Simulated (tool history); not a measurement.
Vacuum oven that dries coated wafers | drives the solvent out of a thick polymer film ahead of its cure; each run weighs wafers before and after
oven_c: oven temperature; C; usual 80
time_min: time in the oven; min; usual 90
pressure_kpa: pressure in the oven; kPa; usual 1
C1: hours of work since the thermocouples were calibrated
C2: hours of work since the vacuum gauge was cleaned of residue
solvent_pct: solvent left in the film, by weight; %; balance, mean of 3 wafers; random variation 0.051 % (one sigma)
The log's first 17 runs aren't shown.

Run 18, hour 1369.1: usual settings but time_min 108 min, pressure_kpa 2.1 kPa; C1 200; C2 1142. Result: solvent_pct 1.71 %.
Run 19, hour 1436.3: usual settings; C1 234; C2 1175. Result: solvent_pct 1.92 %.
At hour 1462.9: oven's thermocouples calibrated, once more.
Run 20, hour 1493: usual settings; C1 15; C2 1202. Result: solvent_pct 1.38 %.
Run 21, hour 1558.8: usual settings; C1 48; C2 1235. Result: solvent_pct 1.37 %.
Run 22, hour 1680.6: usual settings; C1 108; C2 1295. Result: solvent_pct 1.45 %.
Run 23, hour 1766.2: usual settings; C1 151; C2 1338. Result: solvent_pct 1.41 %.
Run 24, hour 1882.4: usual settings; C1 209; C2 1396. Result: solvent_pct 1.45 %.
Run 25, hour 1984.1: usual settings but oven_c 81 C, time_min 103 min; C1 259; C2 1446. Result: solvent_pct 0.95 %.
Run 26, hour 2091.8: usual settings but oven_c 71 C, time_min 66 min; C1 313; C2 1500. Result: solvent_pct 4.47 %.
Run 27, hour 2175.5: usual settings but time_min 135 min; C1 354; C2 1541. Result: solvent_pct 0.69 %.
Run 28, hour 2251.7: usual settings but time_min 135 min; C1 392; C2 1579. Result: solvent_pct 0.84 %.
Run 29, hour 2328.7: usual settings but oven_c 94 C, time_min 52 min, pressure_kpa 2.85 kPa; C1 430; C2 1618. Result: solvent_pct 1.37 %.
Run 30, hour 2438.2: usual settings but oven_c 94 C, time_min 52 min, pressure_kpa 2.85 kPa; C1 485; C2 1672. Result: solvent_pct 1.27 %.
Run 31, hour 2528.5: usual settings but oven_c 94 C, time_min 52 min, pressure_kpa 2.85 kPa; C1 530; C2 1717. Result: solvent_pct 1.44 %.
Run 32, hour 2609.4: usual settings but oven_c 94 C, time_min 117 min, pressure_kpa 1.05 kPa; C1 570; C2 1757. Result: solvent_pct 0.32 %.
Run 33, hour 2686.1: usual settings but oven_c 87 C, time_min 95 min; C1 608; C2 1795. Result: solvent_pct 0.65 %.
Run 34, hour 2740.6: usual settings but oven_c 87 C, time_min 89 min, pressure_kpa 3.03 kPa; C1 635; C2 1822. Result: solvent_pct 1.19 %.

The next listed run, before its measurement:
Run 35, hour 2808.5: usual settings but oven_c 91 C, time_min 89 min, pressure_kpa 0.96 kPa; C1 669; C2 1856. Result: solvent_pct ?.

Run 35 gave solvent_pct 0.55 %.
Without the tool's hidden state the same run would have given solvent_pct 0.33 %.

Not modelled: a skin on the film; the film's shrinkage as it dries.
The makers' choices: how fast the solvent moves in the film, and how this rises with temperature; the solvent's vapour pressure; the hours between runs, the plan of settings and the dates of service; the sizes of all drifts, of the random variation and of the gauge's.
